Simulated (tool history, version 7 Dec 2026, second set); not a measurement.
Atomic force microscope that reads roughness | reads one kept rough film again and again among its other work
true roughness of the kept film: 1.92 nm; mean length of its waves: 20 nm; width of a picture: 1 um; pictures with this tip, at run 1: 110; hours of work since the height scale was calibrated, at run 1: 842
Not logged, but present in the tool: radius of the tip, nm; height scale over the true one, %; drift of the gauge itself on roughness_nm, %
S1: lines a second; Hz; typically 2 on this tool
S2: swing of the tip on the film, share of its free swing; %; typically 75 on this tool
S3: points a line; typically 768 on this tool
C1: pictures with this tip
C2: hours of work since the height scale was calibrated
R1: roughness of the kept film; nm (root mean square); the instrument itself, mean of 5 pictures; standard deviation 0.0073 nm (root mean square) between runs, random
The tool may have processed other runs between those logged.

| run | hour | S1 | S2 | S3 | C1 | C2 | R1 |
|---|---|---|---|---|---|---|---|
| 1 | 0 | 2 | 75 | 768 | 110 | 842 | 1.52 |
| 2 | 29 | 2 | 75 | 768 | 149 | 862 | 1.504 |
| 3 | 57.7 | 2 | 75 | 768 | 187 | 881 | 1.512 |
| 4 | 99.9 | 2 | 75 | 768 | 243 | 910 | 1.493 |
| 5 | 155 | 2 | 75 | 768 | 316 | 948 | 1.515 |
|  | 180.8 | new tip fitted |
| 6 | 183.6 | 2 | 75 | 768 | 4 | 967 | 1.515 |
| 7 | 243.3 | 2 | 75 | 768 | 83 | 1007 | 1.509 |
| 8 | 271.1 | 0.68 | 75 | 768 | 120 | 1026 | 1.563 |
| 9 | 313.1 | 2 | 75 | 331 | 176 | 1055 | 1.474 |
| 10 | 345.8 | 2 | 75 | 331 | 220 | 1077 | 1.485 |
| 11 | 385.3 | 2 | 75 | 768 | 272 | 1104 | 1.513 |
| 12 | 435.9 | 2 | 75 | 768 | 339 | 1138 | 1.506 |
|  | 442.5 | new tip fitted |
| 13 | 492.1 | 2.17 | 75 | 768 | 66 | 1176 | 1.513 |
| 14 | 549 | 2.17 | 75 | 768 | 142 | 1215 | 1.506 |
| 15 | 599.8 | 2.17 | 75 | 768 | 209 | 1249 | 1.497 |
| 16 | 653.3 | 2.17 | 75 | 768 | 280 | 1286 | 1.497 |
| 17 | 690.8 | 1.97 | 55 | 768 | 330 | 1311 | 1.568 |
|  | 703.8 | new tip fitted |
| 18 | 724 | 1.77 | 63 | 450 | 26 | 1334 | 1.555 |
| 19 | 767.2 | 0.85 | 89 | 768 | 84 | 1363 | 1.525 |
| 20 | 827 | 0.62 | 89 | 368 | 163 | 1404 | 1.519 |
| 21 | 879.9 | 2.45 | 90 | 633 | 233 | 1440 | 1.384 |
| 22 | 907.7 | 2.45 | 90 | 633 | 270 | 1458 | 1.38 |
| 23 | 959.2 | 2.42 | 73 | 501 | 339 | 1493 | 1.49 |
|  | 967.8 | new tip fitted |
| 24 | 989.9 | 0.61 | 65 | 360 | 30 | 1514 | 1.57 |
| 25 | 1035 | 0.61 | 86 | 360 | 90 | 1545 | 1.528 |
| 26 | 1064.7 | 1.85 | 84 | 286 | 129 | 1565 | 1.431 |

What if the next run were any one of these 5? Each begins from the tool's condition after run 26:
| A | 1092.3 | 1.08 | 84 | 781 | 166 | 1584 | ? |
| B | 1092.3 | 0.83 | 70 | 768 | 166 | 1584 | ? |
| C | 1092.3 | 2 | 75 | 522 | 166 | 1584 | ? |
| D | 1092.3 | 1.85 | 84 | 293 | 166 | 1584 | ? |
| E | 1092.3 | 1.85 | 64 | 1014 | 166 | 1584 | ? |

| run | R1 |
|---|---|
| A | 1.524 |
| B | 1.565 |
| C | 1.494 |
| D | 1.436 |
| E | 1.557 |
Take away the tool's hidden state, keep each run's random variation, and the runs would have read:
| run | R1 |
|---|---|
| A | 1.529 |
| B | 1.57 |
| C | 1.499 |
| D | 1.441 |
| E | 1.562 |
